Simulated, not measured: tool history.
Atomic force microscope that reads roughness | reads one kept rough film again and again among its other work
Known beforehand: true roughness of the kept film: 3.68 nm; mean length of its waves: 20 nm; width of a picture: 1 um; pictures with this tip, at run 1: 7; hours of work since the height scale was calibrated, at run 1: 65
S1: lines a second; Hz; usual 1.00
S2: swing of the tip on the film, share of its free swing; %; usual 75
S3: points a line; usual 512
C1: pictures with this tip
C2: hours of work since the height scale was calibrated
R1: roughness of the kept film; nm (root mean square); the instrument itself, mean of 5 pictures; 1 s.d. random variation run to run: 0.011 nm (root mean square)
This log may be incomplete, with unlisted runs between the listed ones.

run   hour    S1  S2    S3  C1   C2     R1
  1    0.0  1.00  75   512   7   65  2.532
  2    9.3  1.00  75   512  17   70  2.528
  3   18.0  1.00  75   512  26   74  2.545
  4   26.0  1.00  75   512  34   78  2.542
  5   37.4  1.00  75   512  46   84  2.527
  6   52.4  1.00  75   512  61   91  2.514
  7   66.9  0.53  75   512  76   98  2.589
      70.1  -- new tip fitted
  8   76.3  1.00  75   512   6  103  2.537
  9   90.3  1.00  75   512  21  110  2.539
 10  104.7  1.00  75   512  35  117  2.528
 11  119.2  1.00  75   512  50  124  2.549
 12  134.0  1.00  84   512  66  131  2.452
     147.7  -- new tip fitted
 13  148.3  1.00  75   512   1  138  2.547
 14  154.4  1.00  66   512   7  141  2.578
 15  167.1  1.00  57   363  20  147  2.601
 16  177.3  1.66  57   363  31  152  2.573
 17  190.1  1.66  57   363  44  159  2.579
 18  199.4  1.66  57   363  53  163  2.539
 19  207.4  0.83  75   874  62  167  2.562
 20  222.3  3.84  63   356  77  174  2.377
     224.9  -- new tip fitted
 21  229.9  3.84  63   356   5  178  2.403
 22  236.1  0.74  69  1012  12  181  2.620
 23  243.8  0.74  88  1012  20  185  2.502
 24  256.0  0.71  60   296  32  191  2.593
 25  263.3  1.15  87   460  40  194  2.372
 26  276.0  1.15  87   460  53  201  2.380
 27  284.2  1.15  87   460  61  205  2.392

Here are 5 independent what-if runs from the current tool condition. What would each one return?
  A  298.7  2.23  82  345  76  212   ?
  B  298.7  1.15  87  293  76  212   ?
  C  298.7  2.50  67  590  76  212   ?
  D  298.7  2.67  88  512  76  212   ?
  E  298.7  0.81  75  512  76  212   ?

run     R1
  A  2.219
  B  2.334
  C  2.440
  D  2.068
  E  2.544
Without the tool's hidden state the same runs would have given:
run     R1
  A  2.225
  B  2.341
  C  2.448
  D  2.074
  E  2.552

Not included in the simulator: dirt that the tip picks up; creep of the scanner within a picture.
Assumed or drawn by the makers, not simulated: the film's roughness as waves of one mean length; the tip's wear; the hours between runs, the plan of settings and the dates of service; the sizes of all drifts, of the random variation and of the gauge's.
